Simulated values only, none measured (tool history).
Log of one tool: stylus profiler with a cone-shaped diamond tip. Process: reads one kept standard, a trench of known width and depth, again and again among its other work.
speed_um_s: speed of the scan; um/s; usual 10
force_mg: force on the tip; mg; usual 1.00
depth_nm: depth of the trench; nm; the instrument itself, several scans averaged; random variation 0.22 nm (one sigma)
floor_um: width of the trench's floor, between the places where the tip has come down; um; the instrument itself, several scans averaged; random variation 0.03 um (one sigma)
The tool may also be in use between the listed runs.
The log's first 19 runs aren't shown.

run	hour	speed_um_s	force_mg	scans with this tip	hours of work since the height scale was calibrated	depth_nm	floor_um
20	930.7	10	1.56	11627	79	1010.70	14.38
21	968.7	10	1.56	11810	103	1011.47	14.36
22	1008.0	10	1.56	11999	127	1010.99	14.32
# hour 1032.4: height scale calibrated on a step standard, once more
23	1040.8	10	1.56	12155	5	1006.31	14.33
24	1102.2	39	0.35	12450	43	1002.00	14.11
25	1156.1	39	0.35	12710	76	1002.23	14.05
26	1201.5	5	0.42	12928	104	1002.75	14.21
27	1232.0	5	0.42	13075	123	1002.55	14.17
28	1272.5	10	2.27	13270	148	1008.15	14.15
29	1299.2	6	0.94	13399	164	1004.72	14.18
30	1326.6	3	1.57	13531	181	1006.36	14.18
31	1366.1	3	1.57	13721	205	1006.80	14.12
32	1406.0	3	0.36	13913	230	1002.65	14.11
33	1432.8	4	0.60	14042	246	1003.10	14.13
34	1468.5	10	0.44	14214	268	1002.68	14.05
35	1522.5	10	0.44	14474	301	1002.75	14.03
36	1583.5	10	0.44	14767	339	1003.60	14.00
37	1610.1	11	0.64	14896	355	1004.38	14.06
38	1637.0	11	0.64	15025	371	1004.10	13.97
39	1699.5	22	1.13	15326	410	1005.75	13.96
40	1756.9	22	1.13	15602	445	1005.91	13.86
41	1803.5	23	0.99	15827	474	1005.54	13.85

Forecast each of these 4 alternatives for the next run:
A	1857.0	23	0.72	16084	507	?	?
B	1857.0	2	2.49	16084	507	?	?
C	1857.0	23	0.60	16084	507	?	?
D	1857.0	27	0.57	16084	507	?	?

run	depth_nm	floor_um
A	1004.43	13.85
B	1009.73	13.91
C	1004.66	13.87
D	1004.36	13.81
Without the tool's hidden state the same runs would have given:
run	depth_nm	floor_um
A	1003.45	15.94
B	1008.74	16.00
C	1003.67	15.96
D	1003.38	15.91
